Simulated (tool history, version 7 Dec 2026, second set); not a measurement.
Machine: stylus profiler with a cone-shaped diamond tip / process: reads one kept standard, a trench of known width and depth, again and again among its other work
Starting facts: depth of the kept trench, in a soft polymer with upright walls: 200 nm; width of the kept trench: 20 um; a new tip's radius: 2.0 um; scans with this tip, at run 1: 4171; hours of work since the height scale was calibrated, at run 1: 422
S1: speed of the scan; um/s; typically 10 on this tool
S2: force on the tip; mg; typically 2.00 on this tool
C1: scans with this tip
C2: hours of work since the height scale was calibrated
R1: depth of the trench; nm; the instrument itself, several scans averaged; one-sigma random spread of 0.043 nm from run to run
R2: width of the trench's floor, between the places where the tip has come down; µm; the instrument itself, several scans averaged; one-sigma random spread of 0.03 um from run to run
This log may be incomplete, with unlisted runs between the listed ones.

{"run": 1, "hour": 0.0, "S1": 10, "S2": 2.0, "C1": 4171, "C2": 422, "R1": 200.68, "R2": 18.05}
{"run": 2, "hour": 19.5, "S1": 10, "S2": 2.0, "C1": 4323, "C2": 437, "R1": 200.72, "R2": 17.95}
{"run": 3, "hour": 37.9, "S1": 10, "S2": 2.0, "C1": 4468, "C2": 452, "R1": 200.57, "R2": 17.98}
{"run": 4, "hour": 59.4, "S1": 10, "S2": 2.0, "C1": 4636, "C2": 469, "R1": 200.57, "R2": 18.01}
{"run": 5, "hour": 79.7, "S1": 10, "S2": 2.0, "C1": 4795, "C2": 485, "R1": 200.66, "R2": 17.98}
{"run": 6, "hour": 109.4, "S1": 10, "S2": 2.0, "C1": 5027, "C2": 509, "R1": 200.6, "R2": 17.98}
{"run": 7, "hour": 137.0, "S1": 10, "S2": 2.0, "C1": 5244, "C2": 531, "R1": 200.53, "R2": 17.98}
{"hour": 140.6, "done": "height scale calibrated on a step standard"}
{"run": 8, "hour": 166.9, "S1": 10, "S2": 2.0, "C1": 5474, "C2": 21, "R1": 200.5, "R2": 17.91}
{"run": 9, "hour": 181.2, "S1": 5, "S2": 2.0, "C1": 5586, "C2": 32, "R1": 200.52, "R2": 17.9}
{"run": 10, "hour": 195.2, "S1": 32, "S2": 1.64, "C1": 5696, "C2": 43, "R1": 200.42, "R2": 17.83}
{"run": 11, "hour": 210.3, "S1": 32, "S2": 1.64, "C1": 5815, "C2": 55, "R1": 200.34, "R2": 17.72}
{"run": 12, "hour": 235.2, "S1": 39, "S2": 0.92, "C1": 6009, "C2": 75, "R1": 200.12, "R2": 17.77}

Alternative continuations, all from the tool just after run 12; predict every row:
{"run": "A", "hour": 253.6, "S1": 6, "S2": 1.31, "C1": 6154, "C2": 90, "R1": "?", "R2": "?"}
{"run": "B", "hour": 253.6, "S1": 39, "S2": 1.47, "C1": 6154, "C2": 90, "R1": "?", "R2": "?"}
{"run": "C", "hour": 253.6, "S1": 27, "S2": 1.03, "C1": 6154, "C2": 90, "R1": "?", "R2": "?"}
{"run": "D", "hour": 253.6, "S1": 39, "S2": 1.66, "C1": 6154, "C2": 90, "R1": "?", "R2": "?"}
{"run": "E", "hour": 253.6, "S1": 21, "S2": 4.43, "C1": 6154, "C2": 90, "R1": "?", "R2": "?"}

run=A R1=200.25 R2=17.91
run=B R1=200.32 R2=17.68
run=C R1=200.12 R2=17.81
run=D R1=200.28 R2=17.78
run=E R1=201.11 R2=17.91
What these runs would have given with no unlogged condition in the tool:
run=A R1=200.72 R2=18.24
run=B R1=200.79 R2=18.01
run=C R1=200.59 R2=18.14
run=D R1=200.75 R2=18.11
run=E R1=201.58 R2=18.24
